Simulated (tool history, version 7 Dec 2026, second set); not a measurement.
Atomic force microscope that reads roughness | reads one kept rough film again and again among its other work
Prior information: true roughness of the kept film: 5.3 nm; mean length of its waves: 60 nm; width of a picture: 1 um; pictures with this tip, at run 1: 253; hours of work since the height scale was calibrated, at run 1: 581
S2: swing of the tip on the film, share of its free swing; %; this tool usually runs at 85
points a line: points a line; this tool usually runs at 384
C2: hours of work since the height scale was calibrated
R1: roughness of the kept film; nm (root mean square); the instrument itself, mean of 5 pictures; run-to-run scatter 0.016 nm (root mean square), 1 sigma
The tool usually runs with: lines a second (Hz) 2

Run 1, day 0: usual settings; pictures with this tip 253; C2 581. Result: R1 3.966 nm (root mean square).
Run 2, day 0.908: usual settings; pictures with this tip 282; C2 594. Result: R1 3.972 nm (root mean square).
Run 3, day 1.892: usual settings; pictures with this tip 312; C2 608. Result: R1 3.948 nm (root mean square).
Run 4, day 2.492: usual settings but S2 56 %; pictures with this tip 331; C2 616. Result: R1 4.807 nm (root mean square).
At day 2.642: new tip fitted.
Run 5, day 3.288: usual settings; pictures with this tip 20; C2 627. Result: R1 3.968 nm (root mean square).
Run 6, day 4.25: usual settings; pictures with this tip 50; C2 640. Result: R1 3.958 nm (root mean square).
Run 7, day 4.925: usual settings but points a line 316; pictures with this tip 71; C2 649. Result: R1 3.975 nm (root mean square).
Run 8, day 5.721: usual settings but points a line 316; pictures with this tip 95; C2 660. Result: R1 3.953 nm (root mean square).
Run 9, day 6.554: usual settings but lines a second (Hz) 1.25, S2 89 %, points a line 481; pictures with this tip 121; C2 672. Result: R1 4.197 nm (root mean square).
Run 10, day 7.471: usual settings but lines a second (Hz) 1.25, S2 89 %, points a line 481; pictures with this tip 150; C2 684. Result: R1 4.196 nm (root mean square).
Run 11, day 8.3: usual settings but lines a second (Hz) 3.11, S2 61 %, points a line 481; pictures with this tip 176; C2 696. Result: R1 4.522 nm (root mean square).
Run 12, day 9.067: usual settings but lines a second (Hz) 3.11, S2 61 %, points a line 481; pictures with this tip 199; C2 707. Result: R1 4.535 nm (root mean square).
Run 13, day 9.988: usual settings but lines a second (Hz) 2.89, S2 63 %, points a line 515; pictures with this tip 228; C2 719. Result: R1 4.543 nm (root mean square).
Run 14, day 10.817: usual settings but lines a second (Hz) 1.09, S2 67 %, points a line 506; pictures with this tip 254; C2 731. Result: R1 4.788 nm (root mean square).
Run 15, day 11.533: usual settings but lines a second (Hz) 1.16, S2 67 %, points a line 703; pictures with this tip 276; C2 741. Result: R1 4.796 nm (root mean square).

Subtracting, for every run, the result it would have given without the tool's unlogged condition from the measured result gives the following. The same run-to-run variation enters both numbers; the gauge's scatter may not:
What the log doesn't record here: radius of the tip, nm; height scale over the true one, %; drift of the gauge itself on roughness_nm, %.
run      R1
  1  -0.012
  2  -0.014
  3  -0.015
  4  -0.019
  5  -0.001
  6  -0.002
  7  -0.003
  8  -0.005
  9  -0.006
 10  -0.007
 11  -0.009
 12  -0.009
 13  -0.011
 14  -0.013
 15  -0.015
